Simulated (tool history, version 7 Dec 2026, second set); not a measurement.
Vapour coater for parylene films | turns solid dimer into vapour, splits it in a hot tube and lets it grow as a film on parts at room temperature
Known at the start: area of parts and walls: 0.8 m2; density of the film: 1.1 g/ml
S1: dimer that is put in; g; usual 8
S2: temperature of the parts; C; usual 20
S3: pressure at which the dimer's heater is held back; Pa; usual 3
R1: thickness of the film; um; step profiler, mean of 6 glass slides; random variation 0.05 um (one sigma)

run 1 hour=0 | S1=8 S2=20 S3=3 | R1=5.38
run 2 hour=16.9 | S1=8 S2=20 S3=3 | R1=5.43
run 3 hour=28.4 | S1=6 S2=20 S3=3 | R1=4.09
run 4 hour=52.4 | S1=6 S2=20 S3=3 | R1=4.04
run 5 hour=64.2 | S1=6 S2=15 S3=3 | R1=5
-- hour=76.6 trap's valve overhauled
run 6 hour=81.3 | S1=6 S2=15 S3=3 | R1=5.24
run 7 hour=98.4 | S1=5 S2=15 S3=3 | R1=4.37
run 8 hour=121.4 | S1=5 S2=15 S3=3 | R1=4.34
run 9 hour=136.6 | S1=5 S2=15 S3=3 | R1=4.29
run 10 hour=154 | S1=8 S2=19 S3=3 | R1=5.76
run 11 hour=177.2 | S1=8 S2=19 S3=3 | R1=5.8
run 12 hour=188.6 | S1=8 S2=20 S3=3 | R1=5.64
run 13 hour=204.7 | S1=8 S2=20 S3=2.16 | R1=5.81
run 14 hour=219.4 | S1=8 S2=20 S3=2.16 | R1=5.73
run 15 hour=240.8 | S1=6 S2=20 S3=2.16 | R1=4.37
run 16 hour=253.5 | S1=6 S2=20 S3=2.16 | R1=4.31
run 17 hour=276.3 | S1=6 S2=20 S3=2.16 | R1=4.24
run 18 hour=293.1 | S1=8 S2=20 S3=8.46 | R1=4.92
run 19 hour=304 | S1=8 S2=20 S3=3 | R1=5.45
run 20 hour=320.4 | S1=8 S2=20 S3=3 | R1=5.52
run 21 hour=332.6 | S1=8 S2=20 S3=3 | R1=5.5
run 22 hour=352.7 | S1=8 S2=20 S3=3 | R1=5.5
run 23 hour=369.7 | S1=8 S2=20 S3=3 | R1=5.56
run 24 hour=381.1 | S1=4 S2=20 S3=3 | R1=2.72
run 25 hour=405 | S1=8 S2=20 S3=4.81 | R1=5.17
run 26 hour=426.5 | S1=9 S2=28 S3=4.61 | R1=4.21
run 27 hour=450.8 | S1=6 S2=26 S3=5.95 | R1=2.97
run 28 hour=472.8 | S1=7 S2=27 S3=5.9 | R1=3.34
run 29 hour=493.7 | S1=6 S2=20 S3=7.51 | R1=3.66
run 30 hour=515.7 | S1=6 S2=20 S3=7.51 | R1=3.68
run 31 hour=536.4 | S1=9 S2=17 S3=2.87 | R1=6.84
run 32 hour=559.4 | S1=9 S2=17 S3=2.87 | R1=6.87
run 33 hour=577.5 | S1=3 S2=14 S3=2.23 | R1=2.67
run 34 hour=600.1 | S1=13 S2=19 S3=3.62 | R1=8.97
run 35 hour=621.9 | S1=13 S2=19 S3=3.62 | R1=8.93
run 36 hour=639.2 | S1=4 S2=19 S3=5.2 | R1=2.59
run 37 hour=653.4 | S1=4 S2=25 S3=5.2 | R1=2.03
run 38 hour=668.1 | S1=6 S2=24 S3=3 | R1=3.37
run 39 hour=691.3 | S1=6 S2=19 S3=3 | R1=4.15
run 40 hour=710.1 | S1=4 S2=25 S3=7.41 | R1=1.94
run 41 hour=721.2 | S1=4 S2=25 S3=5.85 | R1=2.04
run 42 hour=731.2 | S1=6 S2=18 S3=3 | R1=4.25
run 43 hour=750.8 | S1=6 S2=18 S3=3 | R1=4.34

Run 44 comes next. What will it give?
-- hour=760.3 trap's valve overhauled
run 44 hour=766.4 | S1=13 S2=22 S3=3.47 | R1=?

R1: 8.38 um
Without the tool's hidden state the same run would have given R1 8.68 um.
